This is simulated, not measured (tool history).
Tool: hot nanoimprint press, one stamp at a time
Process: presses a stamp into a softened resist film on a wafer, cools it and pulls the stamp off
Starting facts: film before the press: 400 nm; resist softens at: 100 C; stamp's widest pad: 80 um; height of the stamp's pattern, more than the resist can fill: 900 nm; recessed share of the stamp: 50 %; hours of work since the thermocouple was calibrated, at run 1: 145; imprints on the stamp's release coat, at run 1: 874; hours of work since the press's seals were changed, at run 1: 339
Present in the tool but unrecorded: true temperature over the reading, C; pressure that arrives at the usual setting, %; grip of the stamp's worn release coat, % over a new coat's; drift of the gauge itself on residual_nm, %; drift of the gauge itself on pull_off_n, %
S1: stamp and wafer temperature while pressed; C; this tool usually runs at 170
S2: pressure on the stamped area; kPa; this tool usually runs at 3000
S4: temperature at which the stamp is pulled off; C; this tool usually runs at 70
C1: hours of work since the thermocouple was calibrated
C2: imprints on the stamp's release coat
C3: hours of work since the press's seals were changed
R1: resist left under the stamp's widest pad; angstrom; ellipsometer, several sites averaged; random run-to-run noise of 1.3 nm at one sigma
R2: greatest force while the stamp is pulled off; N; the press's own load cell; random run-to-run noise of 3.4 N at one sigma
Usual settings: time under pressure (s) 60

Run 1, day 0.000: usual settings; C1 145; C2 874; C3 339. Result: R1 2006 angstrom, R2 161 N.
Run 2, day 1.679: usual settings; C1 172; C2 1041; C3 367. Result: R1 2016 angstrom, R2 158 N.
Run 3, day 3.621: usual settings but S1 172 C; C1 204; C2 1232; C3 398. Result: R1 1858 angstrom, R2 162 N.
Run 4, day 5.162: usual settings but S1 172 C, S4 72 C; C1 229; C2 1384; C3 423. Result: R1 1848 angstrom, R2 153 N.
At day 7.712: plate thermocouple calibrated.
Run 5, day 8.146: usual settings but S1 172 C, S4 72 C; C1 7; C2 1667; C3 470. Result: R1 1860 angstrom, R2 152 N.
Run 6, day 11.521: usual settings but S1 172 C, S4 72 C; C1 62; C2 2000; C3 525. Result: R1 1857 angstrom, R2 159 N.
At day 14.562: stamp cleaned and given a new release coat.
Run 7, day 14.800: usual settings but S2 4180 kPa; C1 112; C2 23; C3 575. Result: R1 1700 angstrom, R2 154 N.
Run 8, day 17.800: usual settings but S1 163 C, S4 75 C; C1 161; C2 319; C3 624. Result: R1 2650 angstrom, R2 145 N.
Run 9, day 21.067: usual settings but time under pressure (s) 66, S4 63 C; C1 214; C2 642; C3 677. Result: R1 1945 angstrom, R2 182 N.
Run 10, day 23.608: usual settings but S2 3610 kPa, time under pressure (s) 112, S4 63 C; C1 256; C2 893; C3 719. Result: R1 1467 angstrom, R2 180 N.
At day 24.704: plate thermocouple calibrated.
Run 11, day 26.021: usual settings but S2 3610 kPa, time under pressure (s) 112, S4 76 C; C1 22; C2 1119; C3 756. Result: R1 1472 angstrom, R2 142 N.
Run 12, day 28.562: usual settings but S2 3610 kPa, time under pressure (s) 112, S4 76 C; C1 63; C2 1370; C3 798. Result: R1 1480 angstrom, R2 140 N.
Run 13, day 30.133: usual settings but S1 178 C, S2 2220 kPa, time under pressure (s) 112, S4 76 C; C1 89; C2 1525; C3 823. Result: R1 1350 angstrom, R2 141 N.

Here are 4 independent what-if runs from the current tool condition. What would each one return?
At day 31.204: press's hydraulic seals changed and the load cell set to zero.
Run A, day 31.888: usual settings but S1 162 C, S2 2220 kPa, time under pressure (s) 112, S4 76 C; C1 112; C2 1666; C3 11. Result: R1 ?, R2 ?.
At day 31.204: press's hydraulic seals changed and the load cell set to zero.
Run B, day 31.888: usual settings but S1 178 C, S2 2220 kPa, time under pressure (s) 112, S4 78 C; C1 112; C2 1666; C3 11. Result: R1 ?, R2 ?.
At day 31.204: press's hydraulic seals changed and the load cell set to zero.
Run C, day 31.888: usual settings but S2 3710 kPa; C1 112; C2 1666; C3 11. Result: R1 ?, R2 ?.
At day 31.204: press's hydraulic seals changed and the load cell set to zero.
Run D, day 31.888: usual settings but S1 177 C, S2 2220 kPa, time under pressure (s) 36, S4 72 C; C1 112; C2 1666; C3 11. Result: R1 ?, R2 ?.

run    R1   R2
  A  2624  145
  B  1364  139
  C  1822  158
  D  2077  152
The same runs, with their run-to-run variation unchanged, on a tool lacking any hidden condition would have given:
run    R1   R2
  A  2623  144
  B  1364  139
  C  1822  157
  D  2077  152

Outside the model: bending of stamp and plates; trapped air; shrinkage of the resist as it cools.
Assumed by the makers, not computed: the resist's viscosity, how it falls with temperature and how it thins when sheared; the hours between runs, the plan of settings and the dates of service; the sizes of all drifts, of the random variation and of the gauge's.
